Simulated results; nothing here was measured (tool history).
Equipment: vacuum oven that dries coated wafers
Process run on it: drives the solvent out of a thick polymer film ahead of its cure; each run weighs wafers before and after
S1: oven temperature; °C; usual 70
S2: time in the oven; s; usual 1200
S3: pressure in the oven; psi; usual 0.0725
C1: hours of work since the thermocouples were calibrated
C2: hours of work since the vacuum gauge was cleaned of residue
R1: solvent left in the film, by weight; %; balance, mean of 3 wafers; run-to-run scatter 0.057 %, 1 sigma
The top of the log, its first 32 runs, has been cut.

{"run": 33, "hour": 349.1, "S1": 66, "S2": 1800, "S3": 0.0598, "C1": 104, "C2": 591, "R1": 2.34}
{"run": 34, "hour": 357.5, "S1": 65, "S2": 1200, "S3": 0.0725, "C1": 110, "C2": 597, "R1": 4.53}
{"run": 35, "hour": 369.1, "S1": 67, "S2": 840, "S3": 0.0822, "C1": 118, "C2": 604, "R1": 6.29}
{"run": 36, "hour": 383.4, "S1": 57, "S2": 1200, "S3": 0.0725, "C1": 127, "C2": 614, "R1": 7.94}
{"run": 37, "hour": 395.8, "S1": 78, "S2": 1740, "S3": 0.0496, "C1": 135, "C2": 622, "R1": 0.69}
{"run": 38, "hour": 405.3, "S1": 76, "S2": 1200, "S3": 0.2854, "C1": 142, "C2": 629, "R1": 3.12}
{"run": 39, "hour": 414.7, "S1": 71, "S2": 720, "S3": 0.2854, "C1": 148, "C2": 635, "R1": 7.32}
{"run": 40, "hour": 429.0, "S1": 71, "S2": 1020, "S3": 0.2524, "C1": 158, "C2": 645, "R1": 5.0}
{"run": 41, "hour": 442.5, "S1": 71, "S2": 1020, "S3": 0.2524, "C1": 167, "C2": 654, "R1": 5.02}
{"run": 42, "hour": 455.3, "S1": 70, "S2": 1980, "S3": 0.0632, "C1": 175, "C2": 662, "R1": 1.47}

Each row is a separate what-if for the run after 42, all from the same tool condition, not one after another. Results?
{"run": "A", "hour": 462.1, "S1": 71, "S2": 1980, "S3": 0.0632, "C1": 180, "C2": 667, "R1": "?"}
{"run": "B", "hour": 462.1, "S1": 70, "S2": 1020, "S3": 0.0885, "C1": 180, "C2": 667, "R1": "?"}
{"run": "C", "hour": 462.1, "S1": 81, "S2": 720, "S3": 0.1324, "C1": 180, "C2": 667, "R1": "?"}
{"run": "D", "hour": 462.1, "S1": 77, "S2": 780, "S3": 0.0725, "C1": 180, "C2": 667, "R1": "?"}

run=A R1=1.36
run=B R1=4.14
run=C R1=3.02
run=D R1=3.38
The same runs, with their run-to-run variation unchanged, on a tool lacking any hidden condition would have given:
run=A R1=1.02
run=B R1=3.81
run=C R1=2.80
run=D R1=3.12
